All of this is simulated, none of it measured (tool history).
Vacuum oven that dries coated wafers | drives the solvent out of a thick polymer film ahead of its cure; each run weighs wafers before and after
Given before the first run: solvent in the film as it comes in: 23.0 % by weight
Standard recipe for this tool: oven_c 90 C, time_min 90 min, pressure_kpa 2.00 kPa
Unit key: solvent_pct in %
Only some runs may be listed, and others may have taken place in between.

run,hour,oven_c,time_min,pressure_kpa,solvent_pct
1,0.0,90,90,2.00,4.18
2,99.2,90,90,2.00,4.24
3,203.1,90,90,5.51,5.71
4,278.6,90,90,2.00,4.16
5,331.0,90,90,1.12,3.84
6,380.7,90,90,1.12,3.81
7,446.0,90,90,2.00,4.20
8,526.5,90,90,2.00,4.17
9,579.8,90,90,2.00,4.12
10,681.6,96,90,2.00,2.34
11,738.1,96,90,2.00,2.32
12,790.4,90,90,2.00,4.02
13,881.2,90,90,2.00,3.94
14,974.9,98,90,2.00,1.96
15,1033.7,78,90,2.00,8.28
16,1085.9,97,90,2.00,2.09
17,1149.2,97,90,2.00,2.04
18,1230.8,97,90,2.00,1.84
19,1297.8,97,60,2.00,3.70
20,1394.5,90,90,2.00,3.53
21,1476.7,90,90,2.00,3.68
22,1564.2,90,90,2.00,3.58
23,1610.8,90,90,2.00,3.64
24,1687.0,90,90,2.00,3.55
25,1784.5,90,90,2.00,3.47
26,1844.5,90,90,2.00,3.63
27,1909.2,90,116,2.00,2.42
28,1959.1,97,65,2.00,3.20
29,2011.4,97,65,2.00,3.20
30,2089.6,97,65,2.00,3.09
31,2187.4,97,65,2.00,3.11
32,2237.1,97,65,2.00,3.06
33,2328.5,89,90,1.76,3.67
34,2408.1,78,47,1.76,12.70
35,2466.5,80,158,3.50,5.55
36,2526.9,83,150,2.00,4.01
37,2616.6,83,150,2.00,4.06
38,2662.1,89,150,2.22,2.48
39,2735.4,96,65,1.60,4.17
40,2820.7,96,65,1.60,3.97
41,2873.8,97,90,2.74,2.51
42,2950.8,102,97,1.47,1.07
43,3056.2,102,97,1.47,1.13
44,3123.6,104,77,2.00,1.45
45,3207.7,104,59,1.90,2.37
46,3317.2,92,59,5.40,7.02

The log once held 3 entries between its listed runs, left out of this copy. Where does each go, and what is different about the tool's unlogged condition between the listed run before it and the listed run after it?
Logged between run 16 and run 17: vacuum gauge cleaned of residue and calibrated (hour 1113.7)
  true wafer temperature over the reading, C: 1.58 -> 1.66; true pressure over the reading, kPa: 0.426 -> 0.005
  measured minus no-state result, solvent_pct: -0.20 -> -0.34 %
Logged between run 33 and run 34: oven's thermocouples calibrated (hour 2340.5)
  true wafer temperature over the reading, C: 3.23 -> -0.31; true pressure over the reading, kPa: 0.334 -> 0.354
  measured minus no-state result, solvent_pct: -0.90 -> +0.23 %
Logged between run 38 and run 39: vacuum gauge cleaned of residue and calibrated (hour 2713.4)
  true wafer temperature over the reading, C: 0.03 -> 0.12; true pressure over the reading, kPa: 0.424 -> 0
  measured minus no-state result, solvent_pct: +0.18 -> -0.04 %
